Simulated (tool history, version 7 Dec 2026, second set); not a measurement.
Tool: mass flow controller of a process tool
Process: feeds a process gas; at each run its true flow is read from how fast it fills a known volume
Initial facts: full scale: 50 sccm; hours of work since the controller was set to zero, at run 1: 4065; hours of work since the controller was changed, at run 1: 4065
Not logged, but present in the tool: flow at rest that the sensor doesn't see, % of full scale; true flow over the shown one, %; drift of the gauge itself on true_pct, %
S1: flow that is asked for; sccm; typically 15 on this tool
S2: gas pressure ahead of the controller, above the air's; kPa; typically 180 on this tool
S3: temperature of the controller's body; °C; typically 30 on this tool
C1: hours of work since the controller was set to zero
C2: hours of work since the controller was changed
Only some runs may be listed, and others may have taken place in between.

Run 1, day 0: usual settings; C1 4065; C2 4065. Result: true flow (%) 96.62.
Run 2, day 3.358: usual settings but S1 7 sccm; C1 4128; C2 4128. Result: true flow (%) 96.96.
Run 3, day 7.933: usual settings; C1 4213; C2 4213. Result: true flow (%) 96.54.
Run 4, day 11.25: usual settings; C1 4276; C2 4276. Result: true flow (%) 96.56.
Run 5, day 15.271: usual settings but S3 36 °C; C1 4351; C2 4351. Result: true flow (%) 96.34.
Run 6, day 21.542: usual settings but S3 37 °C; C1 4468; C2 4468. Result: true flow (%) 96.18.
Run 7, day 25.617: usual settings but S3 37 °C; C1 4545; C2 4545. Result: true flow (%) 96.25.
Run 8, day 31.183: usual settings but S1 33 sccm; C1 4649; C2 4649. Result: true flow (%) 97.16.
Run 9, day 35.742: usual settings; C1 4735; C2 4735. Result: true flow (%) 96.47.
Run 10, day 39.321: usual settings; C1 4802; C2 4802. Result: true flow (%) 96.35.
Run 11, day 45.338: usual settings; C1 4915; C2 4915. Result: true flow (%) 96.45.
Run 12, day 50.242: usual settings; C1 5007; C2 5007. Result: true flow (%) 96.37.
Run 13, day 54.483: usual settings; C1 5086; C2 5086. Result: true flow (%) 96.4.
Run 14, day 59.175: usual settings; C1 5174; C2 5174. Result: true flow (%) 96.51.
Run 15, day 64.383: usual settings; C1 5272; C2 5272. Result: true flow (%) 96.53.
Run 16, day 68.871: usual settings; C1 5356; C2 5356. Result: true flow (%) 96.4.
At day 70.45: controller exchanged for a calibrated one.
Run 17, day 73.112: usual settings; C1 50; C2 50. Result: true flow (%) 97.61.
Run 18, day 79.512: usual settings but S2 214 kPa; C1 170; C2 170. Result: true flow (%) 97.58.
Run 19, day 83.55: usual settings but S2 214 kPa; C1 246; C2 246. Result: true flow (%) 97.51.
Run 20, day 86.883: usual settings but S2 146 kPa; C1 308; C2 308. Result: true flow (%) 97.84.
Run 21, day 92.104: usual settings but S2 146 kPa; C1 406; C2 406. Result: true flow (%) 97.82.
Run 22, day 96.379: usual settings but S1 10 sccm, S2 143 kPa, S3 38 °C; C1 486; C2 486. Result: true flow (%) 97.25.
Run 23, day 100.104: usual settings but S1 37 sccm, S2 251 kPa, S3 39 °C; C1 556; C2 556. Result: true flow (%) 98.04.
Run 24, day 106.054: usual settings but S1 37 sccm, S2 251 kPa, S3 39 °C; C1 668; C2 668. Result: true flow (%) 98.01.
Run 25, day 112.404: usual settings but S1 37 sccm, S2 251 kPa, S3 39 °C; C1 787; C2 787. Result: true flow (%) 97.79.
Run 26, day 116.467: usual settings but S1 29 sccm, S2 237 kPa, S3 21 °C; C1 863; C2 863. Result: true flow (%) 98.26.
Run 27, day 122.796: usual settings but S1 40 sccm, S2 237 kPa, S3 32 °C; C1 981; C2 981. Result: true flow (%) 98.46.
Run 28, day 128.842: usual settings but S1 5 sccm, S2 237 kPa, S3 32 °C; C1 1095; C2 1095. Result: true flow (%) 97.31.
Run 29, day 135.683: usual settings but S1 5 sccm, S2 237 kPa, S3 32 °C; C1 1223; C2 1223. Result: true flow (%) 97.44.
Run 30, day 140.525: usual settings but S1 7 sccm, S2 217 kPa, S3 28 °C; C1 1314; C2 1314. Result: true flow (%) 97.38.
Run 31, day 145.088: usual settings but S1 7 sccm, S2 217 kPa, S3 28 °C; C1 1399; C2 1399. Result: true flow (%) 97.27.
Run 32, day 149.371: usual settings but S1 14 sccm, S2 195 kPa, S3 37 °C; C1 1480; C2 1480. Result: true flow (%) 97.
Run 33, day 153.058: usual settings but S1 6 sccm, S2 141 kPa, S3 21 °C; C1 1549; C2 1549. Result: true flow (%) 98.35.
Run 34, day 155.912: usual settings but S1 6 sccm, S2 141 kPa, S3 21 °C; C1 1602; C2 1602. Result: true flow (%) 98.2.
Run 35, day 159.254: usual settings but S1 37 sccm, S2 141 kPa, S3 38 °C; C1 1665; C2 1665. Result: true flow (%) 98.39.
Run 36, day 165.379: usual settings but S1 50 sccm, S2 141 kPa, S3 38 °C; C1 1780; C2 1780. Result: true flow (%) 99.01.
Run 37, day 169.679: usual settings but S1 29 sccm; C1 1860; C2 1860. Result: true flow (%) 97.89.
Run 38, day 174.946: usual settings but S1 7 sccm, S2 246 kPa; C1 1959; C2 1959. Result: true flow (%) 97.09.
Run 39, day 177.779: usual settings but S1 13 sccm, S2 254 kPa, S3 23 °C; C1 2012; C2 2012. Result: true flow (%) 97.09.
Run 40, day 184.221: usual settings but S1 35 sccm, S2 260 kPa, S3 22 °C; C1 2133; C2 2133. Result: true flow (%) 98.03.
Run 41, day 188.604: usual settings but S1 11 sccm, S2 273 kPa, S3 38 °C; C1 2215; C2 2215. Result: true flow (%) 96.23.

3 options for the next run, each taken on its own from the tool as it stands now. Forecast them:
Run A, day 194.433: usual settings but S1 30 sccm, S2 273 kPa, S3 37 °C; C1 2324; C2 2324. Result: true flow (%) ?.
Run B, day 194.433: usual settings but S1 34 sccm, S3 24 °C; C1 2324; C2 2324. Result: true flow (%) ?.
Run C, day 194.433: usual settings but S1 39 sccm, S2 167 kPa, S3 24 °C; C1 2324; C2 2324. Result: true flow (%) ?.

run  true flow (%)
  A          97.07
  B          98.34
  C          98.63
Had the tool no hidden state, the same runs would have come out as:
run  true flow (%)
  A          97.82
  B          99.14
  C          99.47
